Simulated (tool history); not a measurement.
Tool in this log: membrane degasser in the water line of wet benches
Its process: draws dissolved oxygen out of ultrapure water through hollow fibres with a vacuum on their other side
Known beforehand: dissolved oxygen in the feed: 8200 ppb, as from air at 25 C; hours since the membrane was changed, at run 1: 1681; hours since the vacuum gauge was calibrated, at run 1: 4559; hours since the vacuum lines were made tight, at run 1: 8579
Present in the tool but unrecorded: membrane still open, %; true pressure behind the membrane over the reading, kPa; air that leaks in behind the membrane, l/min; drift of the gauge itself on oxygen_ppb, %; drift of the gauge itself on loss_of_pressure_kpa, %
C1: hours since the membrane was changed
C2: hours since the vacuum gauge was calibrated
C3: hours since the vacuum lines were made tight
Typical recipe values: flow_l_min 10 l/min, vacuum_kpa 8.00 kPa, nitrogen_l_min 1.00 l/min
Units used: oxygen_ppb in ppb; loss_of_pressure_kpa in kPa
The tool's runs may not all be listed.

{"run": 1, "hour": 0.0, "flow_l_min": 10, "vacuum_kpa": 8.0, "nitrogen_l_min": 1.0, "C1": 1681, "C2": 4559, "C3": 8579, "oxygen_ppb": 132.4, "loss_of_pressure_kpa": 47.65}
{"run": 2, "hour": 90.0, "flow_l_min": 10, "vacuum_kpa": 8.0, "nitrogen_l_min": 1.0, "C1": 1771, "C2": 4649, "C3": 8669, "oxygen_ppb": 130.6, "loss_of_pressure_kpa": 47.99}
{"run": 3, "hour": 225.0, "flow_l_min": 10, "vacuum_kpa": 8.0, "nitrogen_l_min": 1.0, "C1": 1906, "C2": 4784, "C3": 8804, "oxygen_ppb": 131.7, "loss_of_pressure_kpa": 48.07}
{"run": 4, "hour": 352.1, "flow_l_min": 10, "vacuum_kpa": 8.0, "nitrogen_l_min": 1.0, "C1": 2033, "C2": 4911, "C3": 8931, "oxygen_ppb": 130.4, "loss_of_pressure_kpa": 47.84}
{"run": 5, "hour": 491.0, "flow_l_min": 10, "vacuum_kpa": 8.0, "nitrogen_l_min": 1.0, "C1": 2172, "C2": 5050, "C3": 9070, "oxygen_ppb": 130.5, "loss_of_pressure_kpa": 47.38}
{"run": 6, "hour": 627.2, "flow_l_min": 10, "vacuum_kpa": 8.0, "nitrogen_l_min": 0.74, "C1": 2308, "C2": 5186, "C3": 9206, "oxygen_ppb": 167.3, "loss_of_pressure_kpa": 47.39}
{"run": 7, "hour": 705.5, "flow_l_min": 10, "vacuum_kpa": 13.47, "nitrogen_l_min": 1.0, "C1": 2386, "C2": 5265, "C3": 9284, "oxygen_ppb": 254.5, "loss_of_pressure_kpa": 47.74}
{"run": 8, "hour": 804.7, "flow_l_min": 10, "vacuum_kpa": 8.0, "nitrogen_l_min": 1.0, "C1": 2485, "C2": 5364, "C3": 9384, "oxygen_ppb": 130.1, "loss_of_pressure_kpa": 47.48}
{"run": 9, "hour": 888.6, "flow_l_min": 10, "vacuum_kpa": 8.0, "nitrogen_l_min": 1.0, "C1": 2569, "C2": 5448, "C3": 9467, "oxygen_ppb": 129.9, "loss_of_pressure_kpa": 47.59}
{"run": 10, "hour": 989.9, "flow_l_min": 10, "vacuum_kpa": 8.0, "nitrogen_l_min": 1.0, "C1": 2671, "C2": 5549, "C3": 9569, "oxygen_ppb": 131.5, "loss_of_pressure_kpa": 47.74}
{"hour": 1074.6, "done": "vacuum gauge calibrated"}
{"run": 11, "hour": 1122.7, "flow_l_min": 10, "vacuum_kpa": 8.0, "nitrogen_l_min": 2.36, "C1": 2803, "C2": 48, "C3": 9701, "oxygen_ppb": 68.4, "loss_of_pressure_kpa": 47.32}
{"run": 12, "hour": 1232.2, "flow_l_min": 10, "vacuum_kpa": 8.0, "nitrogen_l_min": 2.36, "C1": 2912, "C2": 158, "C3": 9811, "oxygen_ppb": 67.8, "loss_of_pressure_kpa": 47.67}
{"run": 13, "hour": 1319.4, "flow_l_min": 10, "vacuum_kpa": 8.0, "nitrogen_l_min": 2.36, "C1": 3000, "C2": 245, "C3": 9898, "oxygen_ppb": 67.2, "loss_of_pressure_kpa": 48.09}
{"run": 14, "hour": 1429.8, "flow_l_min": 10, "vacuum_kpa": 8.0, "nitrogen_l_min": 2.36, "C1": 3110, "C2": 355, "C3": 10008, "oxygen_ppb": 66.6, "loss_of_pressure_kpa": 47.98}
{"run": 15, "hour": 1560.7, "flow_l_min": 10, "vacuum_kpa": 8.0, "nitrogen_l_min": 2.36, "C1": 3241, "C2": 486, "C3": 10139, "oxygen_ppb": 67.7, "loss_of_pressure_kpa": 47.81}
{"run": 16, "hour": 1700.2, "flow_l_min": 10, "vacuum_kpa": 8.0, "nitrogen_l_min": 0.5, "C1": 3380, "C2": 626, "C3": 10279, "oxygen_ppb": 229.9, "loss_of_pressure_kpa": 47.35}
{"run": 17, "hour": 1845.0, "flow_l_min": 10, "vacuum_kpa": 8.84, "nitrogen_l_min": 0.74, "C1": 3525, "C2": 770, "C3": 10423, "oxygen_ppb": 194.3, "loss_of_pressure_kpa": 47.8}
{"run": 18, "hour": 1997.7, "flow_l_min": 10, "vacuum_kpa": 8.0, "nitrogen_l_min": 1.56, "C1": 3678, "C2": 923, "C3": 10576, "oxygen_ppb": 93.3, "loss_of_pressure_kpa": 47.44}
{"run": 19, "hour": 2079.6, "flow_l_min": 10, "vacuum_kpa": 8.0, "nitrogen_l_min": 2.07, "C1": 3760, "C2": 1005, "C3": 10658, "oxygen_ppb": 75.1, "loss_of_pressure_kpa": 47.93}
{"run": 20, "hour": 2256.2, "flow_l_min": 7, "vacuum_kpa": 8.0, "nitrogen_l_min": 1.0, "C1": 3936, "C2": 1182, "C3": 10835, "oxygen_ppb": 84.8, "loss_of_pressure_kpa": 33.24}
{"run": 21, "hour": 2367.1, "flow_l_min": 7, "vacuum_kpa": 8.0, "nitrogen_l_min": 1.0, "C1": 4047, "C2": 1293, "C3": 10945, "oxygen_ppb": 85.5, "loss_of_pressure_kpa": 33.49}
{"run": 22, "hour": 2483.6, "flow_l_min": 9, "vacuum_kpa": 8.0, "nitrogen_l_min": 0.55, "C1": 4164, "C2": 1409, "C3": 11062, "oxygen_ppb": 185.2, "loss_of_pressure_kpa": 42.69}
{"run": 23, "hour": 2599.4, "flow_l_min": 9, "vacuum_kpa": 8.0, "nitrogen_l_min": 0.55, "C1": 4280, "C2": 1525, "C3": 11178, "oxygen_ppb": 187.2, "loss_of_pressure_kpa": 42.85}
{"run": 24, "hour": 2745.0, "flow_l_min": 9, "vacuum_kpa": 8.0, "nitrogen_l_min": 0.55, "C1": 4425, "C2": 1670, "C3": 11323, "oxygen_ppb": 186.3, "loss_of_pressure_kpa": 42.98}

Expected results for the next run?
{"run": 25, "hour": 2861.0, "flow_l_min": 13, "vacuum_kpa": 8.0, "nitrogen_l_min": 0.45, "C1": 4541, "C2": 1786, "C3": 11439, "oxygen_ppb": "?", "loss_of_pressure_kpa": "?"}

Logged for run 25: oxygen_ppb 328.3 ppb, loss_of_pressure_kpa 61.71 kPa.
With the hidden condition absent and the run-to-run variation left alone, this run would have shown oxygen_ppb 328.0 ppb, loss_of_pressure_kpa 61.68 kPa.

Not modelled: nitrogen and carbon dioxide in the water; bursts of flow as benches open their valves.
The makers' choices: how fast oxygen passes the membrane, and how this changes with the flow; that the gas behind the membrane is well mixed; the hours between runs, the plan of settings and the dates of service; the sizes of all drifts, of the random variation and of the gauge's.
